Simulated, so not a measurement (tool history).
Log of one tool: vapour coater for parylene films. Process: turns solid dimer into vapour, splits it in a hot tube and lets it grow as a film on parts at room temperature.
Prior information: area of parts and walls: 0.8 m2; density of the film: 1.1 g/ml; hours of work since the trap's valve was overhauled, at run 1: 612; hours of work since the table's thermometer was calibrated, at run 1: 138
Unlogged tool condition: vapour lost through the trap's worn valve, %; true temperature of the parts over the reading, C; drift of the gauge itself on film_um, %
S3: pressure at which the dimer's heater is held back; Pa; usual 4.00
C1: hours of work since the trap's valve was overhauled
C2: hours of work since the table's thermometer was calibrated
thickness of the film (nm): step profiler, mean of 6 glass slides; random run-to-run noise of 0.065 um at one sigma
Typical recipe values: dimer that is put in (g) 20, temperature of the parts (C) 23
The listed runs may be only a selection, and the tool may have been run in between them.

run 1 hour=0.0 | dimer_that_is_put_in_(g)=20 temperature_of_the_parts_(C)=23 S3=4.00 | C1=612 C2=138 | thickness_of_the_film_(nm)=9980
run 2 hour=39.0 | dimer_that_is_put_in_(g)=20 temperature_of_the_parts_(C)=23 S3=4.00 | C1=634 C2=160 | thickness_of_the_film_(nm)=9880
run 3 hour=105.3 | dimer_that_is_put_in_(g)=20 temperature_of_the_parts_(C)=16 S3=4.00 | C1=672 C2=198 | thickness_of_the_film_(nm)=13470
-- hour=152.4 trap's valve overhauled
run 4 hour=186.7 | dimer_that_is_put_in_(g)=20 temperature_of_the_parts_(C)=16 S3=4.00 | C1=20 C2=242 | thickness_of_the_film_(nm)=14680
run 5 hour=256.6 | dimer_that_is_put_in_(g)=20 temperature_of_the_parts_(C)=16 S3=4.00 | C1=59 C2=282 | thickness_of_the_film_(nm)=14620
run 6 hour=305.5 | dimer_that_is_put_in_(g)=20 temperature_of_the_parts_(C)=16 S3=4.00 | C1=87 C2=310 | thickness_of_the_film_(nm)=14480
run 7 hour=390.5 | dimer_that_is_put_in_(g)=20 temperature_of_the_parts_(C)=16 S3=4.00 | C1=136 C2=358 | thickness_of_the_film_(nm)=14430
run 8 hour=457.0 | dimer_that_is_put_in_(g)=20 temperature_of_the_parts_(C)=16 S3=4.00 | C1=174 C2=396 | thickness_of_the_film_(nm)=14360
run 9 hour=500.0 | dimer_that_is_put_in_(g)=20 temperature_of_the_parts_(C)=23 S3=4.00 | C1=198 C2=420 | thickness_of_the_film_(nm)=10460
run 10 hour=569.8 | dimer_that_is_put_in_(g)=20 temperature_of_the_parts_(C)=23 S3=4.00 | C1=238 C2=460 | thickness_of_the_film_(nm)=10310
run 11 hour=653.5 | dimer_that_is_put_in_(g)=20 temperature_of_the_parts_(C)=23 S3=2.65 | C1=285 C2=508 | thickness_of_the_film_(nm)=11130
run 12 hour=701.5 | dimer_that_is_put_in_(g)=20 temperature_of_the_parts_(C)=16 S3=4.00 | C1=313 C2=535 | thickness_of_the_film_(nm)=13960
run 13 hour=773.2 | dimer_that_is_put_in_(g)=20 temperature_of_the_parts_(C)=31 S3=4.00 | C1=354 C2=576 | thickness_of_the_film_(nm)=7090
run 14 hour=816.0 | dimer_that_is_put_in_(g)=20 temperature_of_the_parts_(C)=23 S3=4.00 | C1=378 C2=600 | thickness_of_the_film_(nm)=10030
run 15 hour=888.5 | dimer_that_is_put_in_(g)=20 temperature_of_the_parts_(C)=23 S3=4.00 | C1=419 C2=642 | thickness_of_the_film_(nm)=10000
run 16 hour=927.6 | dimer_that_is_put_in_(g)=20 temperature_of_the_parts_(C)=23 S3=6.19 | C1=442 C2=664 | thickness_of_the_film_(nm)=9190
run 17 hour=985.7 | dimer_that_is_put_in_(g)=20 temperature_of_the_parts_(C)=23 S3=6.19 | C1=475 C2=697 | thickness_of_the_film_(nm)=8990
run 18 hour=1052.8 | dimer_that_is_put_in_(g)=20 temperature_of_the_parts_(C)=23 S3=6.19 | C1=513 C2=735 | thickness_of_the_film_(nm)=9010
run 19 hour=1094.6 | dimer_that_is_put_in_(g)=20 temperature_of_the_parts_(C)=18 S3=5.61 | C1=537 C2=759 | thickness_of_the_film_(nm)=11390
run 20 hour=1143.4 | dimer_that_is_put_in_(g)=19 temperature_of_the_parts_(C)=23 S3=4.12 | C1=565 C2=787 | thickness_of_the_film_(nm)=9230
run 21 hour=1217.0 | dimer_that_is_put_in_(g)=14 temperature_of_the_parts_(C)=23 S3=4.12 | C1=607 C2=829 | thickness_of_the_film_(nm)=6750
run 22 hour=1253.3 | dimer_that_is_put_in_(g)=14 temperature_of_the_parts_(C)=23 S3=4.12 | C1=627 C2=850 | thickness_of_the_film_(nm)=6770
run 23 hour=1329.0 | dimer_that_is_put_in_(g)=14 temperature_of_the_parts_(C)=23 S3=4.12 | C1=670 C2=893 | thickness_of_the_film_(nm)=6590
-- hour=1376.2 trap's valve overhauled
run 24 hour=1376.2 | dimer_that_is_put_in_(g)=14 temperature_of_the_parts_(C)=23 S3=4.12 | C1=0 C2=917 | thickness_of_the_film_(nm)=7330
run 25 hour=1412.1 | dimer_that_is_put_in_(g)=14 temperature_of_the_parts_(C)=23 S3=4.12 | C1=20 C2=938 | thickness_of_the_film_(nm)=7390
run 26 hour=1460.7 | dimer_that_is_put_in_(g)=14 temperature_of_the_parts_(C)=23 S3=4.12 | C1=48 C2=965 | thickness_of_the_film_(nm)=7310
run 27 hour=1522.4 | dimer_that_is_put_in_(g)=14 temperature_of_the_parts_(C)=23 S3=4.12 | C1=83 C2=1001 | thickness_of_the_film_(nm)=7300
run 28 hour=1577.1 | dimer_that_is_put_in_(g)=14 temperature_of_the_parts_(C)=23 S3=4.12 | C1=114 C2=1032 | thickness_of_the_film_(nm)=7270
run 29 hour=1639.8 | dimer_that_is_put_in_(g)=10 temperature_of_the_parts_(C)=21 S3=8.79 | C1=150 C2=1067 | thickness_of_the_film_(nm)=4820
run 30 hour=1706.7 | dimer_that_is_put_in_(g)=10 temperature_of_the_parts_(C)=21 S3=8.79 | C1=188 C2=1106 | thickness_of_the_film_(nm)=4700
run 31 hour=1787.4 | dimer_that_is_put_in_(g)=12 temperature_of_the_parts_(C)=23 S3=4.00 | C1=234 C2=1151 | thickness_of_the_film_(nm)=6150
run 32 hour=1874.1 | dimer_that_is_put_in_(g)=26 temperature_of_the_parts_(C)=29 S3=11.00 | C1=284 C2=1201 | thickness_of_the_film_(nm)=8190
run 33 hour=1943.7 | dimer_that_is_put_in_(g)=19 temperature_of_the_parts_(C)=31 S3=5.94 | C1=323 C2=1241 | thickness_of_the_film_(nm)=6140
run 34 hour=1998.5 | dimer_that_is_put_in_(g)=19 temperature_of_the_parts_(C)=31 S3=5.94 | C1=355 C2=1272 | thickness_of_the_film_(nm)=6030
run 35 hour=2056.7 | dimer_that_is_put_in_(g)=31 temperature_of_the_parts_(C)=24 S3=9.61 | C1=388 C2=1305 | thickness_of_the_film_(nm)=12190
run 36 hour=2132.0 | dimer_that_is_put_in_(g)=20 temperature_of_the_parts_(C)=21 S3=9.83 | C1=431 C2=1348 | thickness_of_the_film_(nm)=9050

A few steps of thickness of the film (nm) between consecutive runs. Split each: what settings, incoming material and random variation would produce without the hidden state, and what is left over for the hidden state, along with gauge scatter present in only one of the two compared results (measured, and without hidden state):
Run 3 -> 4: trap's valve overhauled. thickness of the film (nm) +1210: hidden state +1190, all else +20.
Run 8 -> 9: temperature of the parts (C) 16 -> 23. thickness of the film (nm) -3900: hidden state +120, all else -4020.
Run 12 -> 13: temperature of the parts (C) 16 -> 31. thickness of the film (nm) -6870: hidden state +420, all else -7290.
Run 23 -> 24: trap's valve overhauled. thickness of the film (nm) +740: hidden state +680, all else +60.
Run 34 -> 35: dimer that is put in (g) 19 -> 31, temperature of the parts (C) 31 -> 24, S3 5.94 -> 9.61. thickness of the film (nm) +6160: hidden state -610, all else +6770.
